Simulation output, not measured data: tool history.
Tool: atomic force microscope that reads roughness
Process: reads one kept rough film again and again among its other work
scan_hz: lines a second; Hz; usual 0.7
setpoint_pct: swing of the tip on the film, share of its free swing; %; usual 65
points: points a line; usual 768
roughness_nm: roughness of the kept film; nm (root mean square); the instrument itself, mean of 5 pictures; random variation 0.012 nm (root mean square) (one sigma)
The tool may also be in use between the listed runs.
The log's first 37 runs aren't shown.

run	hour	scan_hz	setpoint_pct	points	roughness_nm
38	390	1.489	65	768	2.214
39	402.9	0.772	67	768	2.188
40	414.1	0.772	67	768	2.115
41	423.1	0.772	67	768	2.059
42	429.6	2.762	56	768	1.967
43	437.9	0.644	65	768	2.018
44	444.2	0.7	77	768	1.916
# hour 448.1: new tip fitted
45	455.2	2.644	59	414	2.609
46	468.3	1.122	79	716	2.433
47	474.1	1.323	65	405	2.508
48	480	3.375	72	396	2.127
49	490.4	1.119	71	909	2.339
50	504	1.119	71	909	2.268
51	511.2	0.553	74	593	2.23
52	523.2	0.553	74	593	2.174
53	537.2	0.7	61	768	2.122
54	547.6	2.878	74	819	1.74

3 ways to go on from here, each from the tool as it stands after run 54. What would each give?
A	559	0.986	81	573	?
B	559	0.7	65	351	?
C	559	2.143	63	819	?

run	roughness_nm
A	1.869
B	1.98
C	1.911
Without the tool's hidden state the same runs would have given:
run	roughness_nm
A	2.643
B	2.798
C	2.701
